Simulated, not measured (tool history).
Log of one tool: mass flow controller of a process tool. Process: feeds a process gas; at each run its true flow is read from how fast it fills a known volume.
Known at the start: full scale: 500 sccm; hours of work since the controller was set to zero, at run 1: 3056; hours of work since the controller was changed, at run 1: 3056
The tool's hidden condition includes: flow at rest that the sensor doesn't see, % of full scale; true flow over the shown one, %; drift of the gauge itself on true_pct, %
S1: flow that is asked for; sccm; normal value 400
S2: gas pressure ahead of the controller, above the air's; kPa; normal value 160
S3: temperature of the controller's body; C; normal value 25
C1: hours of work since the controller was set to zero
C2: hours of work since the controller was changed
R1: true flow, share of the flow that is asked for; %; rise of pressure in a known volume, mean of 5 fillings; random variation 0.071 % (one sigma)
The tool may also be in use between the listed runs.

run     hour   S1   S2  S3    C1    C2      R1
  1        0  400  160  25  3056  3056   99.77
  2    187.2  400  160  25  3173  3173   99.83
  3    552.2   58  160  25  3402  3402   99.61
  4    882.4  400  160  27  3609  3609   99.91
  5   1160.6  400  160  27  3783  3783   99.98
  6   1435.7  400  160  27  3955  3955  100.07
  7   1701.6  400  160  27  4122  4122   100.1
  8   2010.6  400  160  25  4315  4315  100.11
  9   2363.6  400  160  36  4537  4537   99.27
 10   2740.6  400  160  36  4773  4773   99.42
      2853.5  -- controller's zero set anew
 11   3178.2  400  160  36   203  5047   99.38
 12   3359.5  400  160  36   317  5160   99.58
 13     3699  400  251  25   530  5373  101.13
 14   4070.1  400  251  25   762  5605  100.93
 15   4304.7  400  256  25   909  5752  101.02
 16   4584.7  190  160  25  1085  5928  100.64
 17     4940  190  160  25  1307  6150  100.65
 18   5301.8  400  160  25  1534  6377  101.07
        5733  -- controller exchanged for a calibrated one
 19   5749.5  400  251  25    10    10  101.33
 20   5967.9  400  251  25   147   147  101.46
 21   6249.7  400  251  25   324   324  101.56
 22     6699  400  251  25   605   605  101.69
 23   7022.7  400  160  25   808   808  101.31
 24   7300.3  400  160  25   982   982  101.47
 25   7598.7  400  160  25  1169  1169  101.38
 26   7792.2   92  160  29  1290  1290  100.81
 27   8216.5  115  265  37  1556  1556  100.58
 28   8510.3  115  265  37  1740  1740  100.72
 29   8882.5   62  189  40  1973  1973   100.2
      9134.7  -- gauge calibrated
 30   9265.4  400  205  30  2213  2213   99.51
 31   9549.6  400  205  30  2391  2391   99.48
 32   9927.8  400  270  30  2628  2628   99.86
 33  10368.8  139  245  25  2904  2904  100.06
 34  10670.9  139  245  25  3093  3093  100.17
 35    10872  108  192  25  3219  3219  100.05
 36  11147.2  108  192  25  3392  3392  100.08
 37  11535.3  119  225  25  3635  3635  100.38
 38  11770.7  119  225  24  3782  3782  100.47
 39  12090.4  101  277  25  3983  3983  100.58
 40  12513.3  101  277  25  4248  4248  100.64
 41  12960.5  101  277  25  4528  4528  100.85
 42  13184.4   81  277  24  4668  4668  100.91
     13481.2  -- controller's zero set anew
 43    13558  383  222  26    48  4902  100.86
 44  13985.9  383  170  31   316  5170   100.4
 45  14279.1  383  257  35   500  5354  100.48
 46    14587   58  160  30   693  5546  100.22
 47  14839.5   58  160  30   851  5705  100.22
 48  15088.7   73  142  34  1007  5861   99.99
 49  15444.9   75  195  20  1230  6084  101.52

Alternative continuations, all from the tool just after run 49; predict every row:
  A  15828.5  268  218  25  1470  6324   ?
  B  15828.5   71  140  20  1470  6324   ?
  C  15828.5   63  248  27  1470  6324   ?

run      R1
  A  101.36
  B  101.42
  C     101
The same runs, with their run-to-run variation unchanged, on a tool lacking any hidden condition would have given:
run     R1
  A  99.82
  B  99.86
  C  99.45
